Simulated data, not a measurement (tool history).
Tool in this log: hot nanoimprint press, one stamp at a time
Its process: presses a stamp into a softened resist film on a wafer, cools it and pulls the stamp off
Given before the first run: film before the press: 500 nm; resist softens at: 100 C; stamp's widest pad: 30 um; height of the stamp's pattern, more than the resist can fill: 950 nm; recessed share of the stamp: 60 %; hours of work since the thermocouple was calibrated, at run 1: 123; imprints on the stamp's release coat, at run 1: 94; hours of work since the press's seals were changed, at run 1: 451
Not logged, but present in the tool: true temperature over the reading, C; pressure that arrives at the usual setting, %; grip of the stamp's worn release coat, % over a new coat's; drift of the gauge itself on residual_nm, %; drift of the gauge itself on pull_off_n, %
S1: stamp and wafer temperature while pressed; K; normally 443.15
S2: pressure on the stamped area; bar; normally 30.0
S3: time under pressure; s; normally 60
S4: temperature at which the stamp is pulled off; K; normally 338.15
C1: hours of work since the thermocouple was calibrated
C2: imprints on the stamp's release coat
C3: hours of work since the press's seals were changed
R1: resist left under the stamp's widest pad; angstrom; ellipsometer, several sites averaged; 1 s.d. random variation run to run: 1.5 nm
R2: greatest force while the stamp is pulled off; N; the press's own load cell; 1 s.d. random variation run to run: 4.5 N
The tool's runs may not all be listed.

{"run": 1, "day": 0.0, "S1": 443.15, "S2": 30.0, "S3": 60, "S4": 338.15, "C1": 123, "C2": 94, "C3": 451, "R1": 2334, "R2": 225}
{"run": 2, "day": 2.708, "S1": 443.15, "S2": 22.2, "S3": 60, "S4": 338.15, "C1": 152, "C2": 242, "C3": 480, "R1": 2649, "R2": 236}
{"run": 3, "day": 4.612, "S1": 443.15, "S2": 30.0, "S3": 60, "S4": 338.15, "C1": 173, "C2": 346, "C3": 500, "R1": 2343, "R2": 250}
{"run": 4, "day": 6.454, "S1": 434.15, "S2": 30.0, "S3": 60, "S4": 338.15, "C1": 192, "C2": 447, "C3": 520, "R1": 3517, "R2": 245}
{"run": 5, "day": 8.742, "S1": 443.15, "S2": 30.0, "S3": 60, "S4": 338.15, "C1": 217, "C2": 573, "C3": 544, "R1": 2371, "R2": 258}
{"run": 6, "day": 11.467, "S1": 443.15, "S2": 30.0, "S3": 60, "S4": 338.15, "C1": 246, "C2": 722, "C3": 573, "R1": 2379, "R2": 269}
{"run": 7, "day": 14.9, "S1": 443.15, "S2": 30.0, "S3": 60, "S4": 338.15, "C1": 283, "C2": 910, "C3": 610, "R1": 2395, "R2": 278}
{"run": 8, "day": 17.133, "S1": 440.15, "S2": 28.3, "S3": 92, "S4": 333.15, "C1": 306, "C2": 1032, "C3": 634, "R1": 2508, "R2": 306}
{"run": 9, "day": 19.125, "S1": 440.15, "S2": 28.3, "S3": 92, "S4": 333.15, "C1": 328, "C2": 1142, "C3": 655, "R1": 2496, "R2": 303}
{"day": 20.496, "done": "stamp cleaned and given a new release coat"}
{"run": 10, "day": 20.975, "S1": 437.15, "S2": 18.1, "S3": 93, "S4": 323.15, "C1": 345, "C2": 26, "C3": 672, "R1": 3368, "R2": 268}
{"run": 11, "day": 24.167, "S1": 437.15, "S2": 18.1, "S3": 93, "S4": 323.15, "C1": 379, "C2": 201, "C3": 706, "R1": 3421, "R2": 282}
{"run": 12, "day": 27.679, "S1": 442.15, "S2": 30.0, "S3": 44, "S4": 341.15, "C1": 416, "C2": 393, "C3": 744, "R1": 2838, "R2": 233}
{"day": 29.079, "done": "plate thermocouple calibrated"}
{"run": 13, "day": 30.842, "S1": 442.15, "S2": 30.0, "S3": 44, "S4": 341.15, "C1": 19, "C2": 560, "C3": 776, "R1": 2689, "R2": 237}
{"run": 14, "day": 34.642, "S1": 442.15, "S2": 43.5, "S3": 44, "S4": 345.15, "C1": 59, "C2": 768, "C3": 817, "R1": 2332, "R2": 234}

Branching from run 14: 4 alternative next runs. What would each branch give?
{"run": "A", "day": 37.258, "S1": 442.15, "S2": 43.5, "S3": 45, "S4": 345.15, "C1": 87, "C2": 912, "C3": 845, "R1": "?", "R2": "?"}
{"run": "B", "day": 37.258, "S1": 440.15, "S2": 20.2, "S3": 60, "S4": 338.15, "C1": 87, "C2": 912, "C3": 845, "R1": "?", "R2": "?"}
{"run": "C", "day": 37.258, "S1": 446.15, "S2": 32.5, "S3": 40, "S4": 338.15, "C1": 87, "C2": 912, "C3": 845, "R1": "?", "R2": "?"}
{"run": "D", "day": 37.258, "S1": 442.15, "S2": 24.6, "S3": 44, "S4": 343.15, "C1": 87, "C2": 912, "C3": 845, "R1": "?", "R2": "?"}

run=A R1=2345 R2=242
run=B R1=3155 R2=269
run=C R1=2277 R2=273
run=D R1=2970 R2=241
Without the tool's hidden state the same runs would have given:
run=A R1=2274 R2=193
run=B R1=3106 R2=215
run=C R1=2221 R2=218
run=D R1=2916 R2=192
